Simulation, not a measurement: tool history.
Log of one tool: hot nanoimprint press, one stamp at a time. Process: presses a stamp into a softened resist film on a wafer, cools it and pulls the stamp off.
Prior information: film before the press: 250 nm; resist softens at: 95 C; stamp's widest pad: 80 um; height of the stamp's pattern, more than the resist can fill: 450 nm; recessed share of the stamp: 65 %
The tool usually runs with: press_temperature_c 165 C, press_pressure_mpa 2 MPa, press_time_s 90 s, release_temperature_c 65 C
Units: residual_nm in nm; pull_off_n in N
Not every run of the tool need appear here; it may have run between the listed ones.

| run | hour | press_temperature_c | press_pressure_mpa | press_time_s | release_temperature_c | residual_nm | pull_off_n |
|---|---|---|---|---|---|---|---|
| 1 | 0 | 165 | 2 | 90 | 65 | 148.7 | 189 |
| 2 | 34.8 | 165 | 2 | 90 | 65 | 149.3 | 188 |
| 3 | 57.6 | 165 | 2 | 90 | 69 | 150 | 163 |
| 4 | 96 | 165 | 2 | 65 | 65 | 163.3 | 184 |
|  | 106.3 | stamp cleaned and given a new release coat |
| 5 | 136.8 | 165 | 2 | 90 | 61 | 148.8 | 212 |
| 6 | 160.4 | 165 | 2 | 90 | 65 | 149.7 | 185 |
| 7 | 189.9 | 165 | 2 | 90 | 65 | 149.3 | 181 |
| 8 | 228.6 | 159 | 2 | 90 | 65 | 189.4 | 187 |
| 9 | 253.5 | 165 | 2.04 | 90 | 65 | 147.9 | 190 |
| 10 | 287.5 | 165 | 2.04 | 90 | 65 | 148.4 | 183 |
| 11 | 326.8 | 165 | 2 | 80 | 65 | 154.4 | 193 |
| 12 | 347.3 | 165 | 2 | 80 | 65 | 154.9 | 183 |
| 13 | 374.8 | 165 | 2 | 90 | 65 | 150.5 | 185 |
| 14 | 398.2 | 165 | 2 | 90 | 65 | 150.2 | 195 |
| 15 | 426.4 | 165 | 2 | 90 | 72 | 150.6 | 145 |
| 16 | 459.2 | 153 | 2 | 90 | 72 | 221.1 | 142 |
| 17 | 490.1 | 153 | 2 | 90 | 72 | 221 | 149 |
| 18 | 517.9 | 153 | 2 | 90 | 72 | 223.9 | 147 |
| 19 | 548.6 | 154 | 2 | 90 | 72 | 218.9 | 144 |
| 20 | 584.4 | 154 | 2 | 90 | 72 | 221.2 | 152 |

For run 21, what comes out?
| 21 | 610.5 | 167 | 2 | 65 | 65 | ? | ? |

{"run 21": {"residual_nm": 152.7, "pull_off_n": 187}}
With no hidden state in the tool, this same run would have given residual_nm 150.5 nm, pull_off_n 185 N.
